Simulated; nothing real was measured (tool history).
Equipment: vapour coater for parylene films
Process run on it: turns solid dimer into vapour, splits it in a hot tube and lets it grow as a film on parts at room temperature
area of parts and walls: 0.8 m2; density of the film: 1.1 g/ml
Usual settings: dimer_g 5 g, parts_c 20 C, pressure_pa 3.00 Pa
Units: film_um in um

run	hour	dimer_g	parts_c	pressure_pa	film_um
1	0.0	5	20	3.00	3.28
2	16.5	5	20	3.00	3.26
3	24.6	5	20	2.94	3.27
4	37.8	5	20	2.94	3.33
5	51.8	5	20	3.00	3.28
6	67.9	5	20	3.00	3.28
7	78.5	5	20	3.00	3.24
8	96.8	5	31	3.00	2.06
9	114.4	5	31	4.16	1.98
10	132.8	5	31	4.16	2.01
11	148.6	4	31	4.16	1.58
12	160.7	5	20	2.03	3.49
13	175.7	2	19	9.17	1.13
14	184.9	2	16	5.01	1.40
15	195.8	5	19	9.34	2.77
16	215.1	4	28	7.11	1.66
17	228.8	4	14	2.39	3.46
18	238.5	4	14	2.39	3.45
19	246.9	4	22	3.04	2.38
20	266.6	2	20	3.00	1.28
21	275.9	2	29	3.00	0.89
22	286.9	3	20	7.50	1.69
23	298.4	5	25	10.18	2.17

Not shown: 1 entry that the log had between the listed runs. Between which runs, and how does the tool's hidden state differ before and after?
Between runs 9 and 10: trap's valve overhauled (hour 120.6)
  vapour lost through the trap's worn valve, %: 0.3 -> 0

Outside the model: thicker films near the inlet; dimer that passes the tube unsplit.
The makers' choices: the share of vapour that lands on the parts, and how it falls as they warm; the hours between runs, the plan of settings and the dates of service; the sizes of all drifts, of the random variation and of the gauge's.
